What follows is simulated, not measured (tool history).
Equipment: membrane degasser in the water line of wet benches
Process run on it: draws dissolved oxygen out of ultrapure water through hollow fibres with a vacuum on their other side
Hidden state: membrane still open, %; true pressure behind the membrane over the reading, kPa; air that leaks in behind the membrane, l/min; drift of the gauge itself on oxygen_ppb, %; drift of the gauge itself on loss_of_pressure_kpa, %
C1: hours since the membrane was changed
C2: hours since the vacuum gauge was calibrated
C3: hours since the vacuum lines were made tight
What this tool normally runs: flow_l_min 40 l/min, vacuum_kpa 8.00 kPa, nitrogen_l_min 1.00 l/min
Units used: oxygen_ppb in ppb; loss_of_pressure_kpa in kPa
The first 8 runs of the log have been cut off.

Run 9, hour 1191.0: usual settings but flow_l_min 60 l/min; C1 7489; C2 546; C3 4007. Result: oxygen_ppb 609.3 ppb, loss_of_pressure_kpa 73.18 kPa.
At hour 1269.2: vacuum gauge calibrated, once more.
Run 10, hour 1367.8: usual settings but flow_l_min 60 l/min; C1 7666; C2 99; C3 4183. Result: oxygen_ppb 549.1 ppb, loss_of_pressure_kpa 73.52 kPa.
Run 11, hour 1545.2: usual settings but flow_l_min 60 l/min; C1 7843; C2 276; C3 4360. Result: oxygen_ppb 567.8 ppb, loss_of_pressure_kpa 73.48 kPa.
Run 12, hour 1700.2: usual settings but flow_l_min 60 l/min; C1 7998; C2 431; C3 4515. Result: oxygen_ppb 562.3 ppb, loss_of_pressure_kpa 73.44 kPa.
Run 13, hour 1863.8: usual settings but flow_l_min 60 l/min; C1 8162; C2 595; C3 4679. Result: oxygen_ppb 561.4 ppb, loss_of_pressure_kpa 73.50 kPa.
Run 14, hour 2046.4: usual settings but flow_l_min 60 l/min; C1 8344; C2 777; C3 4861. Result: oxygen_ppb 573.7 ppb, loss_of_pressure_kpa 73.71 kPa.
Run 15, hour 2151.9: usual settings but flow_l_min 32 l/min; C1 8450; C2 883; C3 4967. Result: oxygen_ppb 326.5 ppb, loss_of_pressure_kpa 39.27 kPa.
Run 16, hour 2285.0: usual settings but flow_l_min 39 l/min; C1 8583; C2 1016; C3 5100. Result: oxygen_ppb 386.8 ppb, loss_of_pressure_kpa 47.91 kPa.
Run 17, hour 2460.2: usual settings but flow_l_min 53 l/min, vacuum_kpa 8.30 kPa, nitrogen_l_min 0.68 l/min; C1 8758; C2 1191; C3 5275. Result: oxygen_ppb 683.0 ppb, loss_of_pressure_kpa 65.13 kPa.
Run 18, hour 2556.0: usual settings but flow_l_min 53 l/min, vacuum_kpa 8.30 kPa, nitrogen_l_min 0.68 l/min; C1 8854; C2 1287; C3 5371. Result: oxygen_ppb 666.8 ppb, loss_of_pressure_kpa 65.72 kPa.
Run 19, hour 2656.8: usual settings but flow_l_min 33 l/min, vacuum_kpa 6.32 kPa, nitrogen_l_min 1.66 l/min; C1 8955; C2 1388; C3 5472. Result: oxygen_ppb 149.5 ppb, loss_of_pressure_kpa 40.72 kPa.
Run 20, hour 2825.4: usual settings but flow_l_min 31 l/min, vacuum_kpa 12.43 kPa, nitrogen_l_min 1.23 l/min; C1 9123; C2 1556; C3 5640. Result: oxygen_ppb 501.2 ppb, loss_of_pressure_kpa 38.37 kPa.
Run 21, hour 2958.0: usual settings but flow_l_min 31 l/min, vacuum_kpa 12.43 kPa, nitrogen_l_min 1.23 l/min; C1 9256; C2 1689; C3 5773. Result: oxygen_ppb 499.8 ppb, loss_of_pressure_kpa 38.18 kPa.
Run 22, hour 3074.9: usual settings but vacuum_kpa 8.30 kPa, nitrogen_l_min 1.65 l/min; C1 9373; C2 1806; C3 5890. Result: oxygen_ppb 285.8 ppb, loss_of_pressure_kpa 49.82 kPa.
Run 23, hour 3257.6: usual settings but flow_l_min 28 l/min, vacuum_kpa 15.56 kPa; C1 9555; C2 1988; C3 6073. Result: oxygen_ppb 702.2 ppb, loss_of_pressure_kpa 34.77 kPa.
Run 24, hour 3445.8: usual settings but vacuum_kpa 10.38 kPa, nitrogen_l_min 0.87 l/min; C1 9744; C2 2177; C3 6261. Result: oxygen_ppb 637.2 ppb, loss_of_pressure_kpa 49.79 kPa.
Run 25, hour 3600.3: usual settings but flow_l_min 38 l/min, vacuum_kpa 6.03 kPa, nitrogen_l_min 1.18 l/min; C1 9898; C2 2331; C3 6415. Result: oxygen_ppb 213.4 ppb, loss_of_pressure_kpa 47.73 kPa.
Run 26, hour 3690.0: usual settings but flow_l_min 38 l/min, vacuum_kpa 6.03 kPa, nitrogen_l_min 1.18 l/min; C1 9988; C2 2421; C3 6505. Result: oxygen_ppb 216.3 ppb, loss_of_pressure_kpa 47.22 kPa.
Run 27, hour 3787.7: usual settings but flow_l_min 38 l/min, vacuum_kpa 8.75 kPa, nitrogen_l_min 0.47 l/min; C1 10086; C2 2519; C3 6603. Result: oxygen_ppb 725.5 ppb, loss_of_pressure_kpa 47.20 kPa.

For run 28, what comes out?
Run 28, hour 3901.5: usual settings but flow_l_min 38 l/min, vacuum_kpa 8.75 kPa, nitrogen_l_min 0.47 l/min; C1 10199; C2 2632; C3 6717. Result: oxygen_ppb ?, loss_of_pressure_kpa ?.

{"run 28": {"oxygen_ppb": 731.7, "loss_of_pressure_kpa": 47.52}}
Minus the tool's unlogged condition, the same run would have read oxygen_ppb 714.2 ppb, loss_of_pressure_kpa 43.95 kPa.

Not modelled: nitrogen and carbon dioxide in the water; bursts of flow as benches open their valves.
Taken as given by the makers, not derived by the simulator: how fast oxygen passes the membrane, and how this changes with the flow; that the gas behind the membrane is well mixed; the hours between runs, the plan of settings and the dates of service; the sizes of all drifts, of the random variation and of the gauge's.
